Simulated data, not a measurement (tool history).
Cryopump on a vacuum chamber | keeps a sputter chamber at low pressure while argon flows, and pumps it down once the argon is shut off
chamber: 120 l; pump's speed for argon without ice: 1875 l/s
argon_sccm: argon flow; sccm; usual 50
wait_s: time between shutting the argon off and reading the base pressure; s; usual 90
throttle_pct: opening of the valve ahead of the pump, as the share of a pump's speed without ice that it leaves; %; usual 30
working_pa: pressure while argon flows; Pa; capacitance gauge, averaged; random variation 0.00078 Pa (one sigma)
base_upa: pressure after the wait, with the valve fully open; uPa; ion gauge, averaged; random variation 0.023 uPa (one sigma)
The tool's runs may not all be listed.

run,hour,argon_sccm,wait_s,throttle_pct,working_pa,base_upa
1,0.0,50,90,30,0.1537,1.37
2,43.9,50,90,30,0.1523,1.48
3,130.1,50,90,30,0.1545,1.53
4,175.8,50,90,54,0.0870,1.39
5,244.2,50,90,30,0.1552,1.47
6,308.1,50,90,30,0.1562,1.52
7,384.5,50,90,30,0.1569,1.51
8,434.6,50,90,30,0.1567,1.56
9,472.8,50,90,30,0.1589,1.57
10,550.6,50,90,30,0.1576,1.59
11,627.8,50,90,30,0.1589,1.60
12,674.8,90,90,19,0.4445,1.64
13,761.6,20,223,52,0.0383,1.29
14,823.9,20,223,52,0.0386,1.29
15,893.6,20,223,52,0.0390,1.29
16,975.8,83,37,31,0.2619,2.61
17,1049.9,83,37,31,0.2629,2.57

4 ways to go on from here, each from the tool as it stands after run 17. What would each give?
A,1106.7,28,90,30,?,?
B,1106.7,70,90,24,?,?
C,1106.7,83,37,16,?,?
D,1106.7,85,228,41,?,?

run,working_pa,base_upa
A,0.0917,1.80
B,0.2800,1.80
C,0.4916,2.68
D,0.2111,1.40
Without the tool's hidden state the same runs would have given:
run,working_pa,base_upa
A,0.0839,0.80
B,0.2606,0.79
C,0.4683,1.68
D,0.1873,0.40
